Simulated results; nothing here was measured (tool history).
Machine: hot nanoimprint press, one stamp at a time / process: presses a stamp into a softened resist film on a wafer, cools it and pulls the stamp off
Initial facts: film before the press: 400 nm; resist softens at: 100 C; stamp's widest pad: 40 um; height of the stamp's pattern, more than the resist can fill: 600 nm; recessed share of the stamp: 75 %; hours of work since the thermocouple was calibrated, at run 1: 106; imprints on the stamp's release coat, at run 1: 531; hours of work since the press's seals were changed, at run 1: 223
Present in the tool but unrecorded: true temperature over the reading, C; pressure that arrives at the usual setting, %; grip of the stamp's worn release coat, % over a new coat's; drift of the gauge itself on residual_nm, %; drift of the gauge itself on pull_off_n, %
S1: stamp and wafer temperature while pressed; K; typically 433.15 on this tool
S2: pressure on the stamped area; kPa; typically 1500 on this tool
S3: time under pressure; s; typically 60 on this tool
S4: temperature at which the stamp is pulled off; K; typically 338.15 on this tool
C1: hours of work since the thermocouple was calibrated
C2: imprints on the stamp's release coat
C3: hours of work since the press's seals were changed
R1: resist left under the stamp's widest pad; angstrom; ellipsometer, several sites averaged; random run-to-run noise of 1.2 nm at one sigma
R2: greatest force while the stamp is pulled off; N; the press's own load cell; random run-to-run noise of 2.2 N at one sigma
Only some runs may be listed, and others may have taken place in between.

{"run": 1, "hour": 0.0, "S1": 433.15, "S2": 1500, "S3": 60, "S4": 338.15, "C1": 106, "C2": 531, "C3": 223, "R1": 2133, "R2": 107}
{"run": 2, "hour": 50.4, "S1": 433.15, "S2": 1500, "S3": 60, "S4": 338.15, "C1": 134, "C2": 752, "C3": 251, "R1": 2130, "R2": 106}
{"run": 3, "hour": 129.9, "S1": 433.15, "S2": 2310, "S3": 60, "S4": 338.15, "C1": 177, "C2": 1102, "C3": 295, "R1": 1768, "R2": 118}
{"hour": 169.6, "done": "stamp cleaned and given a new release coat"}
{"run": 4, "hour": 222.9, "S1": 433.15, "S2": 2310, "S3": 60, "S4": 338.15, "C1": 225, "C2": 235, "C3": 343, "R1": 1794, "R2": 100}
{"run": 5, "hour": 290.3, "S1": 433.15, "S2": 2310, "S3": 60, "S4": 338.15, "C1": 263, "C2": 531, "C3": 380, "R1": 1792, "R2": 103}
{"run": 6, "hour": 329.3, "S1": 433.15, "S2": 1500, "S3": 60, "S4": 338.15, "C1": 284, "C2": 703, "C3": 401, "R1": 2178, "R2": 108}
{"run": 7, "hour": 389.5, "S1": 433.15, "S2": 1500, "S3": 60, "S4": 338.15, "C1": 317, "C2": 968, "C3": 435, "R1": 2184, "R2": 113}
{"run": 8, "hour": 432.0, "S1": 433.15, "S2": 1500, "S3": 60, "S4": 338.15, "C1": 341, "C2": 1155, "C3": 458, "R1": 2200, "R2": 116}
{"hour": 454.1, "done": "plate thermocouple calibrated"}
{"hour": 467.8, "done": "stamp cleaned and given a new release coat"}
{"run": 9, "hour": 529.4, "S1": 433.15, "S2": 1500, "S3": 45, "S4": 338.15, "C1": 38, "C2": 271, "C3": 507, "R1": 2316, "R2": 99}
{"run": 10, "hour": 585.8, "S1": 433.15, "S2": 1500, "S3": 45, "S4": 338.15, "C1": 69, "C2": 519, "C3": 538, "R1": 2301, "R2": 104}
{"hour": 607.1, "done": "press's hydraulic seals changed and the load cell set to zero"}
{"run": 11, "hour": 682.6, "S1": 433.15, "S2": 1500, "S3": 45, "S4": 338.15, "C1": 118, "C2": 909, "C3": 42, "R1": 2331, "R2": 111}
{"hour": 771.5, "done": "stamp cleaned and given a new release coat"}
{"run": 12, "hour": 771.5, "S1": 433.15, "S2": 1500, "S3": 45, "S4": 338.15, "C1": 164, "C2": 0, "C3": 87, "R1": 2340, "R2": 99}
{"run": 13, "hour": 862.7, "S1": 433.15, "S2": 1500, "S3": 45, "S4": 338.15, "C1": 215, "C2": 401, "C3": 138, "R1": 2352, "R2": 104}
{"run": 14, "hour": 903.4, "S1": 425.15, "S2": 1500, "S3": 60, "S4": 338.15, "C1": 237, "C2": 580, "C3": 160, "R1": 2725, "R2": 104}
{"run": 15, "hour": 940.6, "S1": 425.15, "S2": 1500, "S3": 60, "S4": 338.15, "C1": 258, "C2": 744, "C3": 181, "R1": 2723, "R2": 109}
{"run": 16, "hour": 988.0, "S1": 433.15, "S2": 2350, "S3": 60, "S4": 338.15, "C1": 284, "C2": 953, "C3": 207, "R1": 1780, "R2": 115}
{"run": 17, "hour": 1036.0, "S1": 428.15, "S2": 2350, "S3": 60, "S4": 338.15, "C1": 310, "C2": 1164, "C3": 234, "R1": 2134, "R2": 116}
{"hour": 1061.5, "done": "stamp cleaned and given a new release coat"}
{"hour": 1121.9, "done": "plate thermocouple calibrated"}
{"run": 18, "hour": 1130.1, "S1": 437.15, "S2": 1500, "S3": 70, "S4": 338.15, "C1": 5, "C2": 289, "C3": 280, "R1": 1735, "R2": 99}
{"run": 19, "hour": 1168.1, "S1": 439.15, "S2": 1500, "S3": 71, "S4": 338.15, "C1": 26, "C2": 456, "C3": 302, "R1": 1646, "R2": 103}
{"run": 20, "hour": 1218.4, "S1": 444.15, "S2": 1420, "S3": 53, "S4": 346.15, "C1": 53, "C2": 678, "C3": 329, "R1": 1623, "R2": 95}
{"run": 21, "hour": 1295.1, "S1": 433.15, "S2": 920, "S3": 40, "S4": 334.15, "C1": 96, "C2": 1015, "C3": 372, "R1": 2877, "R2": 119}
{"hour": 1354.4, "done": "stamp cleaned and given a new release coat"}
{"run": 22, "hour": 1389.0, "S1": 433.15, "S2": 1500, "S3": 54, "S4": 329.15, "C1": 144, "C2": 152, "C3": 420, "R1": 2219, "R2": 111}
{"run": 23, "hour": 1473.7, "S1": 433.15, "S2": 1500, "S3": 54, "S4": 329.15, "C1": 191, "C2": 524, "C3": 467, "R1": 2240, "R2": 117}
{"run": 24, "hour": 1541.1, "S1": 433.15, "S2": 1500, "S3": 54, "S4": 329.15, "C1": 228, "C2": 821, "C3": 504, "R1": 2245, "R2": 118}
{"run": 25, "hour": 1606.9, "S1": 433.15, "S2": 1500, "S3": 54, "S4": 329.15, "C1": 264, "C2": 1110, "C3": 540, "R1": 2251, "R2": 125}
{"hour": 1621.9, "done": "press's hydraulic seals changed and the load cell set to zero"}
{"hour": 1653.4, "done": "stamp cleaned and given a new release coat"}
{"run": 26, "hour": 1708.5, "S1": 433.15, "S2": 1500, "S3": 54, "S4": 329.15, "C1": 313, "C2": 243, "C3": 44, "R1": 2260, "R2": 113}
{"hour": 1781.6, "done": "plate thermocouple calibrated"}
{"run": 27, "hour": 1782.9, "S1": 433.15, "S2": 1500, "S3": 91, "S4": 329.15, "C1": 1, "C2": 557, "C3": 84, "R1": 1793, "R2": 112}
{"run": 28, "hour": 1828.1, "S1": 433.15, "S2": 2230, "S3": 116, "S4": 345.15, "C1": 26, "C2": 756, "C3": 109, "R1": 1346, "R2": 99}
{"run": 29, "hour": 1871.4, "S1": 433.15, "S2": 2230, "S3": 116, "S4": 345.15, "C1": 50, "C2": 946, "C3": 133, "R1": 1358, "R2": 107}

Describe how what the log doesn't record of the tool's condition differs between the last listed run preceding each entry between runs and the first listed run following it.
From run 3 to run 4: stamp cleaned and given a new release coat (hour 169.6)
  true temperature over the reading, C: -0.81 -> -1.03; pressure that arrives at the usual setting, %: 99.54 -> 99.43; grip of the stamp's worn release coat, % over a new coat's: 17.7 -> 3.8
  measured minus no-state result, R1: +54 -> +70 angstrom; R2: +18 -> +4 N
From run 8 to run 9: plate thermocouple calibrated (hour 454.1); stamp cleaned and given a new release coat (hour 467.8)
  true temperature over the reading, C: -1.59 -> -0.15; pressure that arrives at the usual setting, %: 99.18 -> 99.07; grip of the stamp's worn release coat, % over a new coat's: 18.6 -> 4.3
  measured minus no-state result, R1: +112 -> +19 angstrom; R2: +20 -> +4 N
From run 10 to run 11: press's hydraulic seals changed and the load cell set to zero (hour 607.1)
  true temperature over the reading, C: -0.3 -> -0.54; pressure that arrives at the usual setting, %: 99 -> 100.24; grip of the stamp's worn release coat, % over a new coat's: 8.3 -> 14.6
  measured minus no-state result, R1: +29 -> +34 angstrom; R2: +9 -> +15 N
From run 11 to run 12: stamp cleaned and given a new release coat (hour 771.5)
  true temperature over the reading, C: -0.54 -> -0.74; pressure that arrives at the usual setting, %: 100.24 -> 100.14; grip of the stamp's worn release coat, % over a new coat's: 14.6 -> 0
  measured minus no-state result, R1: +34 -> +48 angstrom; R2: +15 -> +1 N
From run 17 to run 18: stamp cleaned and given a new release coat (hour 1061.5); plate thermocouple calibrated (hour 1121.9)
  true temperature over the reading, C: -1.42 -> -0.06; pressure that arrives at the usual setting, %: 99.81 -> 99.71; grip of the stamp's worn release coat, % over a new coat's: 18.8 -> 4.6
  measured minus no-state result, R1: +103 -> +6 angstrom; R2: +20 -> +5 N
From run 21 to run 22: stamp cleaned and given a new release coat (hour 1354.4)
  true temperature over the reading, C: -0.49 -> -0.71; pressure that arrives at the usual setting, %: 99.5 -> 99.4; grip of the stamp's worn release coat, % over a new coat's: 16.3 -> 2.4
  measured minus no-state result, R1: +33 -> +52 angstrom; R2: +17 -> +4 N
From run 25 to run 26: press's hydraulic seals changed and the load cell set to zero (hour 1621.9); stamp cleaned and given a new release coat (hour 1653.4)
  true temperature over the reading, C: -1.29 -> -1.51; pressure that arrives at the usual setting, %: 99.13 -> 100.08; grip of the stamp's worn release coat, % over a new coat's: 17.9 -> 3.9
  measured minus no-state result, R1: +93 -> +99 angstrom; R2: +20 -> +6 N
From run 26 to run 27: plate thermocouple calibrated (hour 1781.6)
  true temperature over the reading, C: -1.51 -> 0.14; pressure that arrives at the usual setting, %: 100.08 -> 99.99; grip of the stamp's worn release coat, % over a new coat's: 3.9 -> 8.9
  measured minus no-state result, R1: +99 -> -8 angstrom; R2: +6 -> +9 N

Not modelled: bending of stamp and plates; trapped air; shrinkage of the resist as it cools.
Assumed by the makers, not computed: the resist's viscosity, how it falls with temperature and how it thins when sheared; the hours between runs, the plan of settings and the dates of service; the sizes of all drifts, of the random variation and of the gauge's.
